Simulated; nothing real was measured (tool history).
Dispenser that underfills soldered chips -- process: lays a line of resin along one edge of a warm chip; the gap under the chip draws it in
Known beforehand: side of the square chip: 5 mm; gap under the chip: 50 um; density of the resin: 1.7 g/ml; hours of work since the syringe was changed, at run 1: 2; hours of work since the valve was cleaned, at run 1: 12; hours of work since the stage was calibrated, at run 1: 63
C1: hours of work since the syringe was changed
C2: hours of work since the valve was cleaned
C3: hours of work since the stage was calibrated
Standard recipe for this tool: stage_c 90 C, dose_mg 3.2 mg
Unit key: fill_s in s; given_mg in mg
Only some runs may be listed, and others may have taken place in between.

Run 1, hour 0: usual settings; C1 2; C2 12; C3 63. Result: fill_s 21.9 s, given_mg 3.11 mg.
At hour 5.8: new syringe of resin.
Run 2, hour 7.3: usual settings; C1 1; C2 17; C3 68. Result: fill_s 20.4 s, given_mg 3.15 mg.
Run 3, hour 11.7: usual settings; C1 5; C2 20; C3 71. Result: fill_s 25.8 s, given_mg 3.12 mg.
At hour 14.4: new syringe of resin.
Run 4, hour 16.1: usual settings; C1 1; C2 24; C3 75. Result: fill_s 20.2 s, given_mg 3.2 mg.
Run 5, hour 20.7: usual settings; C1 5; C2 27; C3 78. Result: fill_s 25.8 s, given_mg 3.14 mg.
At hour 22.8: new syringe of resin.
Run 6, hour 24.3: usual settings; C1 1; C2 30; C3 81. Result: fill_s 20.4 s, given_mg 3.16 mg.
Run 7, hour 28.4: usual settings but dose_mg 3.02 mg; C1 4; C2 33; C3 84. Result: fill_s 25.6 s, given_mg 2.88 mg.
At hour 31.3: new syringe of resin.
Run 8, hour 35.1: usual settings but dose_mg 3.02 mg; C1 3; C2 38; C3 89. Result: fill_s 23.3 s, given_mg 2.95 mg.
At hour 39.8: new syringe of resin.
Run 9, hour 41.5: usual settings but dose_mg 3 mg; C1 1; C2 43; C3 94. Result: fill_s 20.8 s, given_mg 2.92 mg.
Run 10, hour 45.2: usual settings but stage_c 92 C, dose_mg 2.82 mg; C1 4; C2 45; C3 96. Result: fill_s 23.4 s, given_mg 2.74 mg.
At hour 48.3: new syringe of resin.
Run 11, hour 50: usual settings but stage_c 92 C, dose_mg 2.82 mg; C1 1; C2 49; C3 100. Result: fill_s 20.1 s, given_mg 2.73 mg.

The next listed run, before its measurement:
At hour 57: new syringe of resin.
Run 12, hour 57.3: usual settings but stage_c 92 C, dose_mg 2.82 mg; C1 0; C2 54; C3 105. Result: fill_s ?, given_mg ?.

Run 12 yielded fill_s 18.9 s, given_mg 2.73 mg.
Minus the tool's unlogged condition, the same run would have read fill_s 17.6 s, given_mg 2.84 mg.

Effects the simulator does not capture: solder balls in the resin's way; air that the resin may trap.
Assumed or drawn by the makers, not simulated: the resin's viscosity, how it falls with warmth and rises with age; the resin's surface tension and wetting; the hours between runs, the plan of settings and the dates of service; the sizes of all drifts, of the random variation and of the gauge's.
